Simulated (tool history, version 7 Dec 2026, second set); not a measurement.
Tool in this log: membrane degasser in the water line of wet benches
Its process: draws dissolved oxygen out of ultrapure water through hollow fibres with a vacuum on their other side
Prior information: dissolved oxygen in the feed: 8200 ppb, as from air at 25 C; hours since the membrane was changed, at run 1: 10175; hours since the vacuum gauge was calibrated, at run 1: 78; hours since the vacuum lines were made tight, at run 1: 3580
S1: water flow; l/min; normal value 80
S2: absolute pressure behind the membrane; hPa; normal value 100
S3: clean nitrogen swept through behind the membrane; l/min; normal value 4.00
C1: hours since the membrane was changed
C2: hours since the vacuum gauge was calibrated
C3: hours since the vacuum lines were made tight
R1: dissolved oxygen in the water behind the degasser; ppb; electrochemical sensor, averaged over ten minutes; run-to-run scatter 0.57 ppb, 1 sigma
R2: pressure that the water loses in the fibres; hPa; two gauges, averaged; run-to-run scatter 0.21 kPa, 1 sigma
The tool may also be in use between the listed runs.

run    hour   S1   S2     S3     C1    C2    C3     R1     R2
  1     0.0   80  100   4.00  10175    78  3580  304.0  588.0
  2   134.7  118  100   4.00  10310   213  3715  443.2  874.5
  3   335.3   80  197   4.00  10511   414  3915  689.4  595.3
  4   451.4   80   81   4.00  10627   530  4031  224.7  596.7
  5   708.9   80  100   6.93  10884   787  4289  189.4  597.2
  6   842.5   75  100   4.00  11018   921  4422  286.3  559.7
  7  1058.5   66  100   4.00  11234  1137  4638  254.9  491.0
  8  1311.9   80  100   4.00  11487  1390  4892  305.7  597.2
  9  1555.6   80  100   4.00  11731  1634  5136  306.3  594.2
 10  1740.8   80  100   2.22  11916  1819  5321  492.1  594.3
 11  1958.6   80  100   2.22  12134  2037  5539  492.1  596.3
 12  2097.2   80  100   4.00  12273  2176  5677  306.6  598.1
 13  2303.7   80  100   4.00  12479  2382  5884  306.5  598.3
 14  2528.7   57  100   4.00  12704  2607  6109  224.7  429.6
 15  2784.7   57  100   4.00  12960  2863  6365  224.7  427.2
 16  2974.9   55   62   4.00  13150  3053  6555  100.5  413.2
 17  3214.2   55   62   4.00  13390  3293  6794  100.6  411.9
     3461.6  -- vacuum gauge calibrated
 18  3461.6  106  107   2.20  13637     0  7041  673.8  796.6
 19  3690.9   53  171   9.51  13866   229  7270  186.3  396.7
 20  3946.7   53   77   6.86  14122   485  7526   83.9  397.0
 21  4145.6   53  134   1.69  14320   684  7725  631.2  398.7
 22  4290.9   53  134   1.69  14466   829  7870  631.8  396.9
 23  4492.0   53  134   1.69  14667  1030  8071  630.0  399.4
 24  4674.5   83   99   1.75  14849  1213  8254  587.3  626.5
 25  4876.3   83   99   1.75  15051  1415  8456  591.6  628.3
     4940.2  -- seals of the vacuum lines changed
 26  5041.2  123   99  11.62  15214  1578   101  207.0  926.4
 27  5258.5   57   99   4.75  15431  1795   318  185.7  428.7
 28  5425.1   57   99   1.73  15598  1961   485  441.0  430.1
 29  5584.5   57   99   1.73  15757  2121   644  440.7  429.2

Below are 4 alternative next runs, each starting from the tool's condition after run 29. Predict each:
  A  5806.7  61  231  4.00  15980  2343  866   ?   ?
  B  5806.7  58  100  4.00  15980  2343  866   ?   ?
  C  5806.7  80   90  6.69  15980  2343  866   ?   ?
  D  5806.7  68  172  9.37  15980  2343  866   ?   ?

run     R1     R2
  A  649.0  460.1
  B  225.5  440.8
  C  167.8  606.8
  D  241.9  516.5
Had the tool no hidden state, the same runs would have come out as:
run     R1     R2
  A  646.6  434.6
  B  223.3  416.4
  C  163.9  573.2
  D  239.8  488.0
